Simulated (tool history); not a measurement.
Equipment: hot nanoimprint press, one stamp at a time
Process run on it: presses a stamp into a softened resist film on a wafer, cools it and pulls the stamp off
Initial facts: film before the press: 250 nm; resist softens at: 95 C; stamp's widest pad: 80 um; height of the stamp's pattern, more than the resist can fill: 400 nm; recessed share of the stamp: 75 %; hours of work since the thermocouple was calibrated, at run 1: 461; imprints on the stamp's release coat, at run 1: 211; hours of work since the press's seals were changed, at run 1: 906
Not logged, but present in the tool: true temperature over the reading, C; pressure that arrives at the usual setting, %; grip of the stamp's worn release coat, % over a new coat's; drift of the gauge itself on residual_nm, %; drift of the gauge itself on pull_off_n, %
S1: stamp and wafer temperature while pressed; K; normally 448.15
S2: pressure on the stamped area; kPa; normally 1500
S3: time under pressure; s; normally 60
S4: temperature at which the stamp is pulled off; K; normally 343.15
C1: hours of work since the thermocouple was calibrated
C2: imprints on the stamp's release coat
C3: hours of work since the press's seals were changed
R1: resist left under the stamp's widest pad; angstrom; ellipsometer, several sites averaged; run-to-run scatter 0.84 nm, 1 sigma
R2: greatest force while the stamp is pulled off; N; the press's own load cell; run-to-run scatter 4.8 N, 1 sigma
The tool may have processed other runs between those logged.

Run 1, hour 0: usual settings; C1 461; C2 211; C3 906. Result: R1 1228 angstrom, R2 264 N.
Run 2, hour 36.1: usual settings but S2 1050 kPa; C1 476; C2 284; C3 921. Result: R1 1413 angstrom, R2 269 N.
Run 3, hour 78.5: usual settings but S2 1050 kPa; C1 494; C2 369; C3 939. Result: R1 1396 angstrom, R2 285 N.
Run 4, hour 131: usual settings; C1 516; C2 474; C3 961. Result: R1 1224 angstrom, R2 295 N.
Run 5, hour 167.2: usual settings; C1 532; C2 546; C3 976. Result: R1 1240 angstrom, R2 283 N.
Run 6, hour 207.8: usual settings; C1 549; C2 627; C3 993. Result: R1 1230 angstrom, R2 300 N.
At hour 224.9: plate thermocouple calibrated.
Run 7, hour 270.2: usual settings; C1 19; C2 746; C3 1018. Result: R1 1157 angstrom, R2 283 N.
Run 8, hour 308.4: usual settings but S4 348.15 K; C1 35; C2 822; C3 1034. Result: R1 1182 angstrom, R2 262 N.
Run 9, hour 350.8: usual settings but S4 348.15 K; C1 53; C2 907; C3 1052. Result: R1 1170 angstrom, R2 277 N.
Run 10, hour 394.3: usual settings; C1 71; C2 994; C3 1070. Result: R1 1177 angstrom, R2 331 N.
Run 11, hour 464.5: usual settings; C1 101; C2 1135; C3 1100. Result: R1 1182 angstrom, R2 333 N.
Run 12, hour 523.5: usual settings but S3 30 s; C1 126; C2 1253; C3 1125. Result: R1 1510 angstrom, R2 336 N.
Run 13, hour 554.6: usual settings but S3 30 s; C1 139; C2 1315; C3 1138. Result: R1 1507 angstrom, R2 350 N.
Run 14, hour 603.2: usual settings; C1 159; C2 1412; C3 1158. Result: R1 1190 angstrom, R2 339 N.
Run 15, hour 639.7: usual settings; C1 174; C2 1485; C3 1174. Result: R1 1212 angstrom, R2 374 N.
Run 16, hour 683.2: usual settings but S1 439.15 K, S2 1840 kPa, S3 56 s, S4 334.15 K; C1 193; C2 1572; C3 1192. Result: R1 1508 angstrom, R2 455 N.
Run 17, hour 714.4: usual settings but S1 438.15 K, S2 2330 kPa, S3 34 s, S4 347.15 K; C1 206; C2 1634; C3 1205. Result: R1 1701 angstrom, R2 339 N.
Run 18, hour 752.6: usual settings but S1 438.15 K, S2 1320 kPa, S3 108 s, S4 347.15 K; C1 222; C2 1711; C3 1221. Result: R1 1406 angstrom, R2 344 N.
At hour 784.1: press's hydraulic seals changed and the load cell set to zero.
Run 19, hour 809.3: usual settings but S1 438.15 K, S2 1320 kPa, S3 108 s, S4 347.15 K; C1 242; C2 1808; C3 11. Result: R1 1367 angstrom, R2 352 N.
Run 20, hour 874.4: usual settings but S1 438.15 K, S2 1270 kPa, S3 52 s, S4 348.15 K; C1 270; C2 1938; C3 38. Result: R1 1748 angstrom, R2 360 N.
At hour 886.7: stamp cleaned and given a new release coat.
Run 21, hour 925.8: usual settings but S1 438.15 K, S2 1270 kPa, S3 52 s, S4 348.15 K; C1 289; C2 78; C3 57. Result: R1 1750 angstrom, R2 212 N.
Run 22, hour 992: usual settings but S1 438.15 K, S2 1120 kPa, S3 52 s, S4 348.15 K; C1 316; C2 211; C3 85. Result: R1 1809 angstrom, R2 233 N.
Run 23, hour 1047: usual settings but S3 64 s; C1 340; C2 321; C3 108. Result: R1 1144 angstrom, R2 257 N.
Run 24, hour 1092.1: usual settings but S2 1240 kPa, S3 39 s; C1 359; C2 411; C3 127. Result: R1 1480 angstrom, R2 273 N.
Run 25, hour 1154.6: usual settings but S1 440.15 K, S2 1390 kPa, S3 99 s, S4 346.15 K; C1 385; C2 536; C3 153. Result: R1 1321 angstrom, R2 276 N.
Run 26, hour 1190.6: usual settings but S1 440.15 K, S2 1390 kPa, S3 99 s, S4 346.15 K; C1 400; C2 608; C3 168. Result: R1 1341 angstrom, R2 265 N.
Run 27, hour 1227.4: usual settings but S1 459.15 K, S3 69 s; C1 415; C2 681; C3 184. Result: R1 791 angstrom, R2 307 N.
Run 28, hour 1288.4: usual settings but S1 445.15 K, S3 41 s; C1 441; C2 803; C3 209. Result: R1 1517 angstrom, R2 313 N.
Run 29, hour 1338: usual settings but S1 445.15 K, S3 41 s; C1 462; C2 903; C3 230. Result: R1 1488 angstrom, R2 331 N.

4 ways to go on from here, each from the tool as it stands after run 29. What would each give?
Run A, hour 1387.1: usual settings but S1 450.15 K, S3 43 s; C1 483; C2 1001; C3 251. Result: R1 ?, R2 ?.
Run B, hour 1387.1: usual settings but S1 445.15 K, S3 41 s, S4 350.15 K; C1 483; C2 1001; C3 251. Result: R1 ?, R2 ?.
Run C, hour 1387.1: usual settings but S4 332.15 K; C1 483; C2 1001; C3 251. Result: R1 ?, R2 ?.
Run D, hour 1387.1: usual settings but S2 2130 kPa; C1 483; C2 1001; C3 251. Result: R1 ?, R2 ?.

run    R1   R2
  A  1269  327
  B  1510  274
  C  1213  408
  D  1029  320
Had the tool no hidden state, the same runs would have come out as:
run    R1   R2
  A  1194  235
  B  1428  194
  C  1137  295
  D   957  230

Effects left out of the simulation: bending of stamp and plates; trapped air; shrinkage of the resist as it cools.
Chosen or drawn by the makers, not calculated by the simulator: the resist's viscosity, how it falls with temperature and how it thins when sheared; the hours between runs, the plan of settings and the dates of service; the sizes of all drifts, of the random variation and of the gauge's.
